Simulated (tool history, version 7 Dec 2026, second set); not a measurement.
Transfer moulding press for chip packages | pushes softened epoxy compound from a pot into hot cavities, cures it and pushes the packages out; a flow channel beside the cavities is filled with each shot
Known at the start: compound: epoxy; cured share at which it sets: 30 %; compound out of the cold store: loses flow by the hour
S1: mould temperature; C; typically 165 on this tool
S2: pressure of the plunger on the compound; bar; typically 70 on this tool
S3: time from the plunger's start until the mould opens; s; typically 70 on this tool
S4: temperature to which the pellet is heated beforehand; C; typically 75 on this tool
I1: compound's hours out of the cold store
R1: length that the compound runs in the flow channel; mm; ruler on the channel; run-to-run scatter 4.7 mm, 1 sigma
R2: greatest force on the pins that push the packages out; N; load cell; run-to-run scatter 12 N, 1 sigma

| run | hour | S1 | S2 | S3 | S4 | I1 | R1 | R2 |
|---|---|---|---|---|---|---|---|---|
| 1 | 0 | 165 | 70 | 70 | 75 | 8.5 | 935 | 1284 |
| 2 | 21 | 165 | 70 | 76 | 75 | 47.1 | 787 | 1033 |
| 3 | 44.1 | 165 | 70 | 76 | 75 | 20.6 | 870 | 1189 |
|  | 53.2 | cavities cleaned with cleaning compound and waxed |
| 4 | 65.4 | 159 | 70 | 70 | 75 | 12.9 | 924 | 1679 |
| 5 | 89.7 | 159 | 70 | 70 | 75 | 17.2 | 903 | 2138 |
| 6 | 101.4 | 159 | 70 | 70 | 75 | 20.2 | 891 | 2206 |
|  | 121.2 | cavities cleaned with cleaning compound and waxed |
| 7 | 122.2 | 165 | 70 | 70 | 83 | 45 | 783 | 619 |
| 8 | 148.1 | 165 | 70 | 70 | 81 | 43.2 | 787 | 1136 |
| 9 | 173.7 | 165 | 70 | 70 | 75 | 12.7 | 892 | 1485 |
|  | 177.3 | plunger's sealing rings changed |
|  | 192.9 | cavities cleaned with cleaning compound and waxed |
| 10 | 195.8 | 165 | 52.3 | 70 | 75 | 8.6 | 810 | 840 |
| 11 | 209.8 | 165 | 70 | 70 | 75 | 13.4 | 918 | 1203 |
| 12 | 221.3 | 164 | 70 | 70 | 75 | 30.2 | 846 | 1360 |
| 13 | 236.5 | 164 | 70 | 70 | 75 | 12.7 | 921 | 1574 |
| 14 | 250.4 | 165 | 70 | 70 | 75 | 42.6 | 808 | 1329 |
|  | 253.7 | mould's thermocouples calibrated |
|  | 263.1 | cavities cleaned with cleaning compound and waxed |
| 15 | 275.1 | 165 | 56.6 | 70 | 75 | 12.9 | 813 | 1090 |
| 16 | 294.8 | 169 | 54.2 | 75 | 75 | 15.2 | 776 | 943 |
| 17 | 317.5 | 169 | 54.2 | 75 | 75 | 46.3 | 686 | 895 |
|  | 331.9 | mould's thermocouples calibrated, once more |
|  | 333.4 | cavities cleaned with cleaning compound and waxed |
| 18 | 346.2 | 167 | 72.3 | 70 | 79 | 32.6 | 823 | 854 |
| 19 | 359.5 | 167 | 72.3 | 70 | 79 | 43.7 | 805 | 1007 |
|  | 377.5 | plunger's sealing rings changed |
| 20 | 382.7 | 161 | 74.7 | 78 | 79 | 32.7 | 871 | 1276 |
| 21 | 400.9 | 160 | 68.1 | 67 | 82 | 27.8 | 866 | 2026 |
|  | 404.6 | cavities cleaned with cleaning compound and waxed |
| 22 | 423.2 | 171 | 70 | 70 | 75 | 21.2 | 864 | 799 |
| 23 | 445.3 | 171 | 70 | 70 | 75 | 17.1 | 869 | 940 |
| 24 | 458.6 | 160 | 71 | 70 | 75 | 46.8 | 803 | 1762 |
|  | 473.3 | cavities cleaned with cleaning compound and waxed |
| 25 | 479.8 | 160 | 71 | 70 | 75 | 12.4 | 919 | 1273 |
| 26 | 498.3 | 163 | 71 | 71 | 75 | 24.7 | 865 | 1338 |
| 27 | 521.4 | 163 | 71 | 71 | 75 | 47.5 | 784 | 1394 |
| 28 | 537.7 | 163 | 71 | 71 | 75 | 26.4 | 860 | 1498 |
|  | 542.8 | cavities cleaned with cleaning compound and waxed |
| 29 | 550.4 | 165 | 70 | 70 | 82 | 19.8 | 867 | 897 |

Forecast each of these 3 alternatives for the next run:
| A | 562.2 | 167 | 59 | 70 | 85 | 31.3 | ? | ? |
| B | 562.2 | 168 | 70 | 65 | 82 | 32.2 | ? | ? |
| C | 562.2 | 172 | 76.8 | 59 | 82 | 29 | ? | ? |

| run | R1 | R2 |
|---|---|---|
| A | 752 | 927 |
| B | 815 | 1112 |
| C | 855 | 1117 |
With no hidden state in the tool, these same runs would have given:
| run | R1 | R2 |
|---|---|---|
| A | 779 | 506 |
| B | 845 | 606 |
| C | 886 | 612 |
